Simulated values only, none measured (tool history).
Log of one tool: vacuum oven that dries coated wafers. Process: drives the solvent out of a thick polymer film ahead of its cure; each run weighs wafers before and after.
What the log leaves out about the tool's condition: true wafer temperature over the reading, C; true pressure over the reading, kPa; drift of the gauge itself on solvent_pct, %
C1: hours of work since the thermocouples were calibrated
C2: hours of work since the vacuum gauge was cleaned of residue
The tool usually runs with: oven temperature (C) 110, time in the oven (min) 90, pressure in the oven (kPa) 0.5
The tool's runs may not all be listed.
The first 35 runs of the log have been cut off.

Run 36, hour 1194.7: usual settings but oven temperature (C) 105; C1 1068; C2 933. Result: solvent left in the film (%) 6.3.
Run 37, hour 1216.5: usual settings but oven temperature (C) 107, pressure in the oven (kPa) 0.601; C1 1077; C2 942. Result: solvent left in the film (%) 5.63.
Run 38, hour 1237.9: usual settings but oven temperature (C) 98, pressure in the oven (kPa) 0.61; C1 1086; C2 950. Result: solvent left in the film (%) 10.04.
Run 39, hour 1262.1: usual settings but time in the oven (min) 50, pressure in the oven (kPa) 0.25; C1 1096; C2 960. Result: solvent left in the film (%) 7.84.
Run 40, hour 1295.4: usual settings but oven temperature (C) 107, time in the oven (min) 50, pressure in the oven (kPa) 1.375; C1 1109; C2 974. Result: solvent left in the film (%) 10.08.
Run 41, hour 1316.5: usual settings but time in the oven (min) 63, pressure in the oven (kPa) 0.891; C1 1118; C2 982. Result: solvent left in the film (%) 6.57.
Run 42, hour 1351.9: usual settings but time in the oven (min) 78, pressure in the oven (kPa) 0.629; C1 1132; C2 997. Result: solvent left in the film (%) 4.96.
At hour 1376.1: oven's thermocouples calibrated.
Run 43, hour 1399.8: usual settings but time in the oven (min) 83, pressure in the oven (kPa) 1.444; C1 10; C2 1015. Result: solvent left in the film (%) 6.
Run 44, hour 1449.7: usual settings but oven temperature (C) 121, time in the oven (min) 113, pressure in the oven (kPa) 1.582; C1 30; C2 1036. Result: solvent left in the film (%) 1.35.
Run 45, hour 1492.8: usual settings but oven temperature (C) 121, time in the oven (min) 113, pressure in the oven (kPa) 1.582; C1 48; C2 1053. Result: solvent left in the film (%) 1.3.
Run 46, hour 1524: usual settings but oven temperature (C) 121, time in the oven (min) 113, pressure in the oven (kPa) 1.582; C1 60; C2 1066. Result: solvent left in the film (%) 1.34.
Run 47, hour 1547.3: usual settings but oven temperature (C) 97, time in the oven (min) 73, pressure in the oven (kPa) 1.17; C1 70; C2 1075. Result: solvent left in the film (%) 13.31.

4 ways to go on from here, each from the tool as it stands after run 47. What would each give?
Run A, hour 1574.6: usual settings but oven temperature (C) 108, time in the oven (min) 73; C1 81; C2 1087. Result: solvent left in the film (%) ?.
Run B, hour 1574.6: usual settings but oven temperature (C) 108, time in the oven (min) 52; C1 81; C2 1087. Result: solvent left in the film (%) ?.
Run C, hour 1574.6: usual settings but oven temperature (C) 113, time in the oven (min) 79, pressure in the oven (kPa) 0.962; C1 81; C2 1087. Result: solvent left in the film (%) ?.
Run D, hour 1574.6: usual settings but oven temperature (C) 108, time in the oven (min) 155, pressure in the oven (kPa) 1.538; C1 81; C2 1087. Result: solvent left in the film (%) ?.

run  solvent left in the film (%)
  A                             7
  B                          9.62
  C                          4.55
  D                          3.43
Without the tool's unlogged condition, the same runs would have read:
run  solvent left in the film (%)
  A                          6.42
  B                          9.07
  C                          4.02
  D                          2.88
